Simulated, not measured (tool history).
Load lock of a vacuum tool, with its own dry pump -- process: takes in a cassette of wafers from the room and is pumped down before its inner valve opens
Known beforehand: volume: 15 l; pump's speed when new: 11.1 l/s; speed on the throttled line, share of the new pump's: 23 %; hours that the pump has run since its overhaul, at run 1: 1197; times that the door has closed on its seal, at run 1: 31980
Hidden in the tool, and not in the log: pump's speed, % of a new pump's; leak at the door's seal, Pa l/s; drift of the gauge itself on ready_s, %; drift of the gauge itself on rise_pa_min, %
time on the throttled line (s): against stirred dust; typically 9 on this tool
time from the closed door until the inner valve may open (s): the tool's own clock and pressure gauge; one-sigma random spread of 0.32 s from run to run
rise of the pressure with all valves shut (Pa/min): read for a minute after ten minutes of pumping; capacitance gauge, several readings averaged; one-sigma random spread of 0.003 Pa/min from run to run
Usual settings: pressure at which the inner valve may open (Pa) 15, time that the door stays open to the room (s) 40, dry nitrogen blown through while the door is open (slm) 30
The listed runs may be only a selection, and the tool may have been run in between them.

| run | hour | time on the throttled line (s) | pressure at which the inner valve may open (Pa) | time that the door stays open to the room (s) | dry nitrogen blown through while the door is open (slm) | hours that the pump has run since its overhaul | times that the door has closed on its seal | incoming humidity of the room's air, % | time from the closed door until the inner valve may open (s) | rise of the pressure with all valves shut (Pa/min) |
|---|---|---|---|---|---|---|---|---|---|---|
| 1 | 0 | 9 | 15 | 40 | 30 | 1197 | 31980 | 45.7 | 18.5 | 0.05 |
| 2 | 525.6 | 9 | 12 | 40 | 30 | 1723 | 33260 | 48.3 | 19.1 | 0.055 |
| 3 | 950.8 | 9 | 12 | 40 | 30 | 2148 | 34295 | 45.4 | 18.6 | 0.049 |
| 4 | 1628.1 | 9 | 12 | 40 | 30 | 2825 | 35945 | 46 | 19.2 | 0.051 |
| 5 | 2137.6 | 13 | 15 | 40 | 30 | 3335 | 37186 | 44.7 | 21.4 | 0.05 |
| 6 | 2784 | 13 | 15 | 40 | 30 | 3981 | 38759 | 45.1 | 22.2 | 0.05 |
| 7 | 3164.7 | 11 | 15 | 40 | 30 | 4362 | 39687 | 46.3 | 20.5 | 0.048 |
| 8 | 3677.6 | 9 | 15 | 40 | 30 | 4875 | 40936 | 45.2 | 19.1 | 0.057 |
| 9 | 4228.1 | 9 | 15 | 40 | 30 | 5425 | 42276 | 49.9 | 18.5 | 0.059 |
|  | 4791.4 | door's seal changed, seat wiped |
| 10 | 4878.7 | 9 | 15 | 40 | 30 | 6075 | 213 | 48.1 | 18.9 | 0.052 |
| 11 | 5440.4 | 9 | 15 | 40 | 30 | 6636 | 1581 | 44 | 18.8 | 0.049 |
| 12 | 5899.8 | 9 | 15 | 40 | 13 | 7096 | 2700 | 42.2 | 19.3 | 0.063 |
| 13 | 6610.5 | 9 | 15 | 40 | 13 | 7806 | 4430 | 42.6 | 19.1 | 0.066 |
| 14 | 7014.7 | 9 | 11 | 40 | 30 | 8211 | 5415 | 48.9 | 20.1 | 0.052 |
| 15 | 7318.1 | 9 | 15 | 40 | 30 | 8514 | 6154 | 45.1 | 18.6 | 0.053 |
| 16 | 7932.6 | 9 | 15 | 40 | 30 | 9128 | 7650 | 42.4 | 19 | 0.05 |
| 17 | 8576.2 | 9 | 15 | 40 | 30 | 9772 | 9217 | 43 | 18.7 | 0.05 |
| 18 | 9140.3 | 9 | 15 | 40 | 30 | 10336 | 10591 | 45.3 | 19.5 | 0.05 |
| 19 | 9833.5 | 9 | 15 | 40 | 30 | 11029 | 12279 | 46.2 | 18.6 | 0.048 |
| 20 | 10525 | 12 | 11 | 40 | 30 | 11721 | 13963 | 47.8 | 21.5 | 0.055 |
| 21 | 11163.1 | 8 | 11 | 40 | 7 | 12359 | 15517 | 44.2 | 18.9 | 0.076 |
| 22 | 11824 | 10 | 15 | 27 | 40 | 13020 | 17126 | 43 | 19.7 | 0.034 |
| 23 | 12489.3 | 9 | 21 | 40 | 30 | 13685 | 18746 | 44 | 18.4 | 0.044 |
| 24 | 12804.8 | 9 | 15 | 40 | 16 | 14001 | 19515 | 42.7 | 18.7 | 0.062 |
| 25 | 13498.4 | 9 | 15 | 40 | 16 | 14694 | 21204 | 43.3 | 18.6 | 0.06 |
| 26 | 14180.1 | 9 | 15 | 40 | 16 | 15376 | 22864 | 42.7 | 18.9 | 0.065 |
|  | 14409 | dry pump taken out, an overhauled one fitted |
| 27 | 14833.3 | 16 | 23 | 40 | 30 | 424 | 24440 | 49.8 | 23.9 | 0.049 |
| 28 | 15155.8 | 13 | 17 | 36 | 30 | 747 | 25225 | 46.3 | 22 | 0.048 |
| 29 | 15490.5 | 13 | 17 | 36 | 26 | 1081 | 26040 | 49.4 | 21.8 | 0.054 |
| 30 | 15782.5 | 10 | 15 | 40 | 30 | 1374 | 26752 | 45.1 | 19.7 | 0.051 |
| 31 | 16229.3 | 10 | 15 | 40 | 30 | 1820 | 27840 | 46.8 | 19.8 | 0.052 |
| 32 | 16813.1 | 8 | 15 | 40 | 35 | 2404 | 29261 | 42.9 | 18.2 | 0.042 |
| 33 | 17459 | 13 | 26 | 40 | 30 | 3050 | 30834 | 44 | 21.5 | 0.047 |
| 34 | 18020.6 | 13 | 26 | 40 | 30 | 3612 | 32202 | 44.4 | 21.5 | 0.053 |
| 35 | 18659.6 | 9 | 16 | 40 | 30 | 4251 | 33758 | 45.8 | 19.1 | 0.052 |
| 36 | 19292.3 | 9 | 16 | 40 | 5 | 4883 | 35299 | 44 | 19.3 | 0.078 |
| 37 | 19935.7 | 13 | 11 | 40 | 30 | 5527 | 36866 | 47.9 | 22.1 | 0.052 |
| 38 | 20524.9 | 9 | 15 | 28 | 30 | 6116 | 38300 | 45.1 | 19 | 0.037 |

For some of the steps in rise of the pressure with all valves shut (Pa/min) from one run to the next: how much would appear even if the tool had no hidden state, given the settings, what came in and random variation, and how much remains for the hidden state plus any gauge scatter that the measured result and the result without hidden state don't share?
Run 1 -> 2: pressure at which the inner valve may open (Pa) 15 -> 12. rise of the pressure with all valves shut (Pa/min) +0.005: hidden state +0.001, all else +0.004.
Run 2 -> 3: nothing adjusted, nothing logged. rise of the pressure with all valves shut (Pa/min) -0.006: hidden state -0.001, all else -0.005.
Run 9 -> 10: door's seal changed, seat wiped. rise of the pressure with all valves shut (Pa/min) -0.007: hidden state -0.003, all else -0.004.
Run 21 -> 22: time on the throttled line (s) 8 -> 10, pressure at which the inner valve may open (Pa) 11 -> 15, time that the door stays open to the room (s) 40 -> 27, dry nitrogen blown through while the door is open (slm) 7 -> 40. rise of the pressure with all valves shut (Pa/min) -0.042: hidden state +0.001, all else -0.043.
Run 35 -> 36: dry nitrogen blown through while the door is open (slm) 30 -> 5. rise of the pressure with all valves shut (Pa/min) +0.026: hidden state -0.001, all else +0.027.
Run 36 -> 37: time on the throttled line (s) 9 -> 13, pressure at which the inner valve may open (Pa) 16 -> 11, dry nitrogen blown through while the door is open (slm) 5 -> 30. rise of the pressure with all valves shut (Pa/min) -0.026: hidden state +0.001, all else -0.027.
